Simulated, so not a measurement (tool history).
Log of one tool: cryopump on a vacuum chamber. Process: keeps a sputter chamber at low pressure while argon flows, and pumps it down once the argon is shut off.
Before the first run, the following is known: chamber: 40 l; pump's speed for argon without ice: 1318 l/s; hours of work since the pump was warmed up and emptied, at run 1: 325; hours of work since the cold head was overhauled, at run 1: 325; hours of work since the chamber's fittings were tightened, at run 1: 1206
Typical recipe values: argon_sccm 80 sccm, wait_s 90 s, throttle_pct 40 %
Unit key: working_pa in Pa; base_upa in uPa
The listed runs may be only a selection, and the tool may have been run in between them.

run,day,argon_sccm,wait_s,throttle_pct,hours of work since the pump was warmed up and emptied,hours of work since the cold head was overhauled,hours of work since the chamber's fittings were tightened,working_pa,base_upa
1,0,80,90,40,325,325,1206,0.2708,2.89
2,1.538,80,36,40,351,351,1231,0.2709,4.12
3,4.442,80,188,40,398,398,1279,0.2759,2.58
4,6.229,80,188,40,428,428,1308,0.2791,2.71
5,9.654,80,188,40,484,484,1365,0.2824,2.87
6,12.712,53,188,40,534,534,1415,0.1863,3.02
7,14.225,80,90,40,559,559,1440,0.2844,3.46
8,16.083,80,90,40,589,589,1470,0.2881,3.63
9,17.938,80,90,40,620,620,1501,0.2909,3.7
10,19.4,80,90,40,644,644,1524,0.2902,3.75
11,21.625,80,90,40,680,680,1561,0.2922,3.87
12,24.854,80,90,40,733,733,1614,0.2992,3.94
# day 26.071: pump warmed up, emptied and cooled again
13,28.183,80,90,40,35,784,1665,0.2583,3.17
14,29.971,80,81,40,64,814,1694,0.259,3.45
15,32.996,80,90,35,114,863,1744,0.3001,3.37
16,36.017,80,90,35,163,913,1794,0.2996,3.47
17,38.971,80,90,40,212,961,1842,0.2665,3.71
18,40.896,55,90,33,243,993,1874,0.2232,3.7
19,44.15,80,27,40,297,1046,1927,0.2714,5.62
20,45.938,80,25,40,326,1076,1956,0.2723,5.94
21,48.058,143,25,51,361,1110,1991,0.3885,6.06
22,50.171,80,77,28,395,1145,2026,0.3867,4.34
23,52.208,80,43,43,429,1179,2059,0.2574,5.08
24,55.196,80,43,43,478,1228,2108,0.2635,5.17
25,58.467,80,43,43,531,1281,2162,0.2641,5.5
26,60.654,60,26,43,567,1317,2198,0.2016,6.63
27,62.233,53,75,17,593,1343,2224,0.4197,5.01
28,64.108,37,61,49,624,1374,2255,0.111,5.34
29,65.746,37,61,49,651,1401,2281,0.113,5.29
# day 66.054: leaking fittings of the chamber tightened, without venting
30,68.142,80,110,40,689,1439,34,0.2962,0.99
31,71.104,80,110,40,737,1487,83,0.2971,1.13
# day 71.967: pump warmed up, emptied and cooled again
32,74.779,80,110,40,46,1544,140,0.262,0.99
33,77.954,34,91,34,98,1596,192,0.13,1.3

Hidden condition of the tool, last listed run before each entry between runs versus first listed run after:
Run 12 -> run 13: pump warmed up, emptied and cooled again (day 26.071)
  pump's speed, % of a pump's without ice: 71.2 -> 98.8; cold plate's temperature, K: 12.44 -> 12.46; leak into the chamber, uPa l/s: 3056 -> 3149
  measured result minus the result with no hidden state, working_pa: +0.0427 -> +0.0022 Pa; base_upa: +2.99 -> +2.2 uPa
Run 29 -> run 30: leaking fittings of the chamber tightened, without venting (day 66.054)
  pump's speed, % of a pump's without ice: 75.4 -> 73.9; cold plate's temperature, K: 12.74 -> 12.76; leak into the chamber, uPa l/s: 4182 -> 362
  measured result minus the result with no hidden state, working_pa: +0.0165 -> +0.0385 Pa; base_upa: +3.99 -> +0.16 uPa
Run 31 -> run 32: pump warmed up, emptied and cooled again (day 71.967)
  pump's speed, % of a pump's without ice: 71.8 -> 98; cold plate's temperature, K: 12.78 -> 12.81; leak into the chamber, uPa l/s: 440 -> 533
  measured result minus the result with no hidden state, working_pa: +0.0422 -> +0.0038 Pa; base_upa: +0.25 -> +0.19 uPa
